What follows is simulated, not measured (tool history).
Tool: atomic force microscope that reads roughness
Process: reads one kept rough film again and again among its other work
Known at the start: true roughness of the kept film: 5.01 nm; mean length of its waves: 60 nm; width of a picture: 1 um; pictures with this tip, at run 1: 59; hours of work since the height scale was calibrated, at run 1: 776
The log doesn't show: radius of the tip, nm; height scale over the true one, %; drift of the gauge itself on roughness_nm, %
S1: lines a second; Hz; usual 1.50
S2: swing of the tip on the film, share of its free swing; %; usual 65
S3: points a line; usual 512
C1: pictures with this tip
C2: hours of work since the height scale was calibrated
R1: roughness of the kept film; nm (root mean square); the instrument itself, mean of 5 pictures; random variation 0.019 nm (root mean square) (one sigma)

run,hour,S1,S2,S3,C1,C2,R1
1,0.0,1.50,65,512,59,776,4.605
2,47.7,1.50,65,324,134,805,4.560
3,109.6,1.50,65,512,230,841,4.476
4,146.1,1.50,65,512,288,863,4.487
# hour 178.6: new tip fitted
5,180.0,1.50,65,967,2,883,4.668
6,213.7,1.50,65,512,55,903,4.679
7,243.9,1.50,65,512,102,921,4.609
8,283.6,1.50,65,317,164,944,4.550
9,332.4,2.99,65,317,240,973,4.393
# hour 392.6: new tip fitted
10,395.0,2.99,65,317,3,1010,4.544
11,456.7,2.99,55,317,100,1047,4.609
12,527.6,1.50,65,512,210,1089,4.493
13,569.3,1.50,65,512,276,1113,4.461
# hour 609.3: new tip fitted
14,630.3,1.50,65,512,32,1149,4.666
15,704.0,1.50,65,512,148,1193,4.595
16,743.5,1.50,65,512,209,1217,4.549
17,792.8,1.50,65,512,286,1246,4.476
# hour 826.8: new tip fitted
18,838.7,1.50,65,512,18,1273,4.666
19,900.1,1.50,65,512,114,1309,4.625
20,964.2,3.35,65,512,215,1347,4.391
21,1031.4,2.13,65,512,320,1387,4.415
# hour 1042.8: new tip fitted
22,1079.6,2.13,65,512,57,1415,4.582
23,1136.0,2.13,65,512,145,1449,4.568
24,1202.3,2.13,65,512,249,1488,4.445
# hour 1257.5: new tip fitted
25,1276.2,1.59,73,345,29,1532,4.557
26,1311.4,2.28,61,867,84,1553,4.638
27,1358.0,2.28,61,867,157,1580,4.564
28,1415.8,1.50,86,512,247,1615,4.211
# hour 1471.3: new tip fitted
29,1477.5,2.52,72,512,10,1651,4.432
30,1546.9,2.52,72,512,118,1692,4.382
31,1620.1,1.45,58,525,233,1735,4.593
# hour 1685.8: new tip fitted
32,1687.7,1.21,82,294,3,1775,4.520
33,1736.1,0.68,78,517,78,1804,4.666
34,1801.0,3.13,78,476,180,1842,4.137
35,1851.4,3.13,78,476,259,1872,4.055
36,1897.5,3.13,78,476,331,1900,4.027
# hour 1903.8: new tip fitted
37,1970.6,3.13,78,476,104,1943,4.129
38,2037.0,1.50,71,512,208,1982,4.517
39,2106.3,1.50,64,512,316,2023,4.522
# hour 2117.1: new tip fitted
40,2179.3,1.50,71,512,97,2066,4.583
41,2232.2,2.81,55,396,179,2098,4.593
42,2266.8,2.81,55,396,234,2118,4.573

Hidden state or all else? Some run-to-run changes of R1, split into what the settings, what came in and random variation would give without the hidden state, and what is left for the hidden state (with any gauge scatter that isn't in both results):
Run 4 -> 5: S3 512 -> 967, new tip fitted. R1 +0.181 nm (root mean square): hidden state +0.234, all else -0.053.
Run 13 -> 14: new tip fitted. R1 +0.205 nm (root mean square): hidden state +0.186, all else +0.019.
Run 21 -> 22: new tip fitted. R1 +0.167 nm (root mean square): hidden state +0.191, all else -0.024.
Run 27 -> 28: S1 2.28 -> 1.50, S2 61 -> 86, S3 867 -> 512. R1 -0.353 nm (root mean square): hidden state -0.060, all else -0.293.
Run 33 -> 34: S1 0.68 -> 3.13, S3 517 -> 476. R1 -0.529 nm (root mean square): hidden state -0.072, all else -0.457.
Run 37 -> 38: S1 3.13 -> 1.50, S2 78 -> 71, S3 476 -> 512. R1 +0.388 nm (root mean square): hidden state -0.069, all else +0.457.
